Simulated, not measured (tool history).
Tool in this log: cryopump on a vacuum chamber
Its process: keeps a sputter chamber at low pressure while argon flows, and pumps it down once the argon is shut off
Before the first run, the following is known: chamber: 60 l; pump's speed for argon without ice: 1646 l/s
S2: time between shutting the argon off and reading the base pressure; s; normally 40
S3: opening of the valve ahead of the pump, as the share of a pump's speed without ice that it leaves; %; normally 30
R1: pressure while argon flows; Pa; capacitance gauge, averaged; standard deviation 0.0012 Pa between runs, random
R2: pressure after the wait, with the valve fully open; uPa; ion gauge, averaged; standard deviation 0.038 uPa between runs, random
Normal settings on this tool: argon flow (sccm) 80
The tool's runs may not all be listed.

{"run": 1, "day": 0.0, "argon flow (sccm)": 80, "S2": 40, "S3": 30, "R1": 0.2776, "R2": 2.6}
{"run": 2, "day": 0.421, "argon flow (sccm)": 80, "S2": 40, "S3": 30, "R1": 0.2776, "R2": 2.64}
{"run": 3, "day": 1.008, "argon flow (sccm)": 80, "S2": 40, "S3": 30, "R1": 0.2762, "R2": 2.64}
{"run": 4, "day": 1.775, "argon flow (sccm)": 80, "S2": 137, "S3": 30, "R1": 0.2808, "R2": 1.23}
{"run": 5, "day": 2.529, "argon flow (sccm)": 80, "S2": 137, "S3": 30, "R1": 0.2788, "R2": 1.19}
{"run": 6, "day": 3.004, "argon flow (sccm)": 80, "S2": 137, "S3": 30, "R1": 0.2792, "R2": 1.24}
{"run": 7, "day": 3.908, "argon flow (sccm)": 80, "S2": 137, "S3": 30, "R1": 0.2767, "R2": 1.29}
{"run": 8, "day": 4.858, "argon flow (sccm)": 80, "S2": 40, "S3": 41, "R1": 0.2064, "R2": 2.66}
{"run": 9, "day": 5.746, "argon flow (sccm)": 80, "S2": 40, "S3": 30, "R1": 0.2824, "R2": 2.67}
{"run": 10, "day": 6.717, "argon flow (sccm)": 80, "S2": 40, "S3": 30, "R1": 0.2834, "R2": 2.71}
{"run": 11, "day": 7.679, "argon flow (sccm)": 80, "S2": 40, "S3": 30, "R1": 0.281, "R2": 2.68}
{"run": 12, "day": 8.45, "argon flow (sccm)": 80, "S2": 40, "S3": 30, "R1": 0.2832, "R2": 2.81}
{"run": 13, "day": 9.017, "argon flow (sccm)": 80, "S2": 40, "S3": 30, "R1": 0.2834, "R2": 2.76}
{"run": 14, "day": 9.767, "argon flow (sccm)": 80, "S2": 40, "S3": 30, "R1": 0.2867, "R2": 2.8}
{"run": 15, "day": 10.758, "argon flow (sccm)": 80, "S2": 40, "S3": 30, "R1": 0.2844, "R2": 2.8}
{"run": 16, "day": 11.571, "argon flow (sccm)": 80, "S2": 40, "S3": 30, "R1": 0.2848, "R2": 2.83}
{"run": 17, "day": 12.196, "argon flow (sccm)": 80, "S2": 21, "S3": 30, "R1": 0.287, "R2": 4.76}
{"run": 18, "day": 12.65, "argon flow (sccm)": 80, "S2": 21, "S3": 30, "R1": 0.2888, "R2": 4.61}
{"run": 19, "day": 13.217, "argon flow (sccm)": 80, "S2": 61, "S3": 23, "R1": 0.3712, "R2": 2.23}
{"run": 20, "day": 14.121, "argon flow (sccm)": 80, "S2": 61, "S3": 23, "R1": 0.3716, "R2": 2.15}
{"run": 21, "day": 14.862, "argon flow (sccm)": 67, "S2": 173, "S3": 51, "R1": 0.1479, "R2": 1.36}
{"run": 22, "day": 15.662, "argon flow (sccm)": 99, "S2": 173, "S3": 51, "R1": 0.2203, "R2": 1.42}
{"run": 23, "day": 16.425, "argon flow (sccm)": 99, "S2": 173, "S3": 18, "R1": 0.5864, "R2": 1.39}
{"run": 24, "day": 17.004, "argon flow (sccm)": 99, "S2": 173, "S3": 18, "R1": 0.5858, "R2": 1.44}
{"run": 25, "day": 17.583, "argon flow (sccm)": 80, "S2": 49, "S3": 30, "R1": 0.2948, "R2": 2.57}
{"run": 26, "day": 18.075, "argon flow (sccm)": 80, "S2": 38, "S3": 57, "R1": 0.1636, "R2": 3.03}
{"run": 27, "day": 18.538, "argon flow (sccm)": 80, "S2": 282, "S3": 18, "R1": 0.4785, "R2": 1.26}
{"run": 28, "day": 19.4, "argon flow (sccm)": 80, "S2": 282, "S3": 18, "R1": 0.4791, "R2": 1.27}
{"run": 29, "day": 19.967, "argon flow (sccm)": 64, "S2": 123, "S3": 30, "R1": 0.2373, "R2": 1.67}
{"day": 20.488, "done": "pump warmed up, emptied and cooled again"}
{"run": 30, "day": 20.867, "argon flow (sccm)": 64, "S2": 123, "S3": 30, "R1": 0.2197, "R2": 1.51}
{"run": 31, "day": 21.671, "argon flow (sccm)": 64, "S2": 123, "S3": 30, "R1": 0.2219, "R2": 1.51}
{"run": 32, "day": 22.654, "argon flow (sccm)": 80, "S2": 20, "S3": 35, "R1": 0.2407, "R2": 4.92}
{"run": 33, "day": 23.508, "argon flow (sccm)": 80, "S2": 96, "S3": 29, "R1": 0.286, "R2": 1.71}
{"run": 34, "day": 24.138, "argon flow (sccm)": 80, "S2": 22, "S3": 49, "R1": 0.1735, "R2": 4.52}
{"run": 35, "day": 24.979, "argon flow (sccm)": 82, "S2": 22, "S3": 46, "R1": 0.1872, "R2": 4.51}

Alternative continuations, all from the tool just after run 35; predict every row:
{"run": "A", "day": 25.779, "argon flow (sccm)": 82, "S2": 22, "S3": 56, "R1": "?", "R2": "?"}
{"run": "B", "day": 25.779, "argon flow (sccm)": 36, "S2": 34, "S3": 22, "R1": "?", "R2": "?"}
{"run": "C", "day": 25.779, "argon flow (sccm)": 80, "S2": 69, "S3": 27, "R1": "?", "R2": "?"}

run=A R1=0.1573 R2=4.54
run=B R1=0.1718 R2=3.3
run=C R1=0.3128 R2=2.05
Without the tool's unlogged condition, the same runs would have read:
run=A R1=0.1508 R2=3.79
run=B R1=0.1689 R2=2.55
run=C R1=0.3065 R2=1.31
